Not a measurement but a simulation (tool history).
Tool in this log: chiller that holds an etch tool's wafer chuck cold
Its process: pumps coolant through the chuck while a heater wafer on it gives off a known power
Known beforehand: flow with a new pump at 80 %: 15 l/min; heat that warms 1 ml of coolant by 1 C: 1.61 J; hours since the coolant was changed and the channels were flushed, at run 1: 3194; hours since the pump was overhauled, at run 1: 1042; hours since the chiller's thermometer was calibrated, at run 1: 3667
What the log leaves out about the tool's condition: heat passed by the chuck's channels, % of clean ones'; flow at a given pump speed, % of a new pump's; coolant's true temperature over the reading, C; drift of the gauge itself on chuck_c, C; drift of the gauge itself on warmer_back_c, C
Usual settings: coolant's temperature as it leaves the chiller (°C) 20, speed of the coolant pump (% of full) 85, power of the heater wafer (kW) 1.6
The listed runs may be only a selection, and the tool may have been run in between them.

run,hour,coolant's temperature as it leaves the chiller (°C),speed of the coolant pump (% of full),power of the heater wafer (kW),hours since the coolant was changed and the channels were flushed,hours since the pump was overhauled,hours since the chiller's thermometer was calibrated,chuck's temperature once it has settled (°C),how much warmer the coolant comes back (C)
1,0,20,85,1.6,3194,1042,3667,38.6,3.8
2,29.9,20,85,1.164,3224,1072,3697,33.6,2.72
3,53.5,20,85,1.164,3247,1095,3720,33.4,2.75
4,80.7,20,85,1.6,3274,1122,3748,38.4,3.79
5,95.7,20,85,1.699,3289,1137,3763,39.7,4.03
6,110.4,20,85,1.699,3304,1152,3777,39.6,3.99
7,126.3,10,74,1.471,3320,1168,3793,28.4,4.02
8,149.2,10,74,1.471,3343,1191,3816,28.4,3.99
9,168.5,12,85,0.809,3362,1210,3836,21.3,1.96
10,187,25,85,1.165,3381,1229,3854,38.3,2.83
11,206.7,25,85,1.165,3400,1248,3874,38.6,2.83
12,223.1,25,85,1.165,3417,1265,3890,38.3,2.85

Here are 4 independent what-if runs from the current tool condition. What would each one return?
A,244.2,12,85,1.13,3438,1286,3911,?,?
B,244.2,28,85,0.903,3438,1286,3911,?,?
C,244.2,13,76,1.165,3438,1286,3911,?,?
D,244.2,18,85,1.6,3438,1286,3911,?,?

run,chuck's temperature once it has settled (°C),how much warmer the coolant comes back (C)
A,24.9,2.73
B,38.4,2.23
C,27.4,3.15
D,36.4,3.87
What these runs would have given with no unlogged condition in the tool:
run,chuck's temperature once it has settled (°C),how much warmer the coolant comes back (C)
A,24.9,2.61
B,38.4,2.11
C,27.4,3.03
D,36.4,3.75
